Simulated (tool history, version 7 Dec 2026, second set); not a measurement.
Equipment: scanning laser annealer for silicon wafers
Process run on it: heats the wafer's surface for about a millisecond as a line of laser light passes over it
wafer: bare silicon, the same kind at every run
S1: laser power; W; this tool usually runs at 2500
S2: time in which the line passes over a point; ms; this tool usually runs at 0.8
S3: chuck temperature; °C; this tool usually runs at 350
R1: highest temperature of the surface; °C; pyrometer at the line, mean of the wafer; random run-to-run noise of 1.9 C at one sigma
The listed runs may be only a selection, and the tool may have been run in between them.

Run 1, day 0: usual settings. Result: R1 1092 °C.
At day 0.788: optics aligned, line set to its width.
Run 2, day 0.904: usual settings. Result: R1 1097 °C.
Run 3, day 1.575: usual settings. Result: R1 1099 °C.
Run 4, day 3.104: usual settings. Result: R1 1096 °C.
Run 5, day 4.65: usual settings but S3 374 °C. Result: R1 1118 °C.
Run 6, day 5.625: usual settings but S3 374 °C. Result: R1 1120 °C.
Run 7, day 6.454: usual settings but S3 374 °C. Result: R1 1119 °C.
Run 8, day 7.988: usual settings but S3 374 °C. Result: R1 1120 °C.
Run 9, day 9.362: usual settings but S1 2546 W, S3 374 °C. Result: R1 1127 °C.
Run 10, day 10: usual settings but S1 2546 W, S3 374 °C. Result: R1 1129 °C.
Run 11, day 11.375: usual settings but S1 2330 W, S2 0.839 ms. Result: R1 1050 °C.
Run 12, day 12.238: usual settings but S1 2249 W, S2 0.641 ms. Result: R1 940 °C.
Run 13, day 13.438: usual settings but S1 2667 W, S2 0.641 ms, S3 387 °C. Result: R1 1101 °C.
Run 14, day 14.929: usual settings but S1 2455 W. Result: R1 1072 °C.
Run 15, day 16.083: usual settings but S1 2323 W, S2 0.571 ms, S3 315 °C. Result: R1 889 °C.
Run 16, day 17.417: usual settings but S1 2642 W, S2 0.864 ms, S3 371 °C. Result: R1 1180 °C.

Below are 4 alternative next runs, each starting from the tool's condition after run 16. Predict each:
Run A, day 18.725: usual settings but S3 367 °C. Result: R1 ?.
Run B, day 18.725: usual settings but S1 2529 W, S2 0.604 ms, S3 318 °C. Result: R1 ?.
Run C, day 18.725: usual settings but S1 2185 W. Result: R1 ?.
Run D, day 18.725: usual settings but S3 331 °C. Result: R1 ?.

run    R1
  A  1100
  B   965
  C   980
  D  1063
The same runs, with their run-to-run variation unchanged, on a tool lacking any hidden condition would have given:
run    R1
  A  1142
  B  1002
  C  1016
  D  1105

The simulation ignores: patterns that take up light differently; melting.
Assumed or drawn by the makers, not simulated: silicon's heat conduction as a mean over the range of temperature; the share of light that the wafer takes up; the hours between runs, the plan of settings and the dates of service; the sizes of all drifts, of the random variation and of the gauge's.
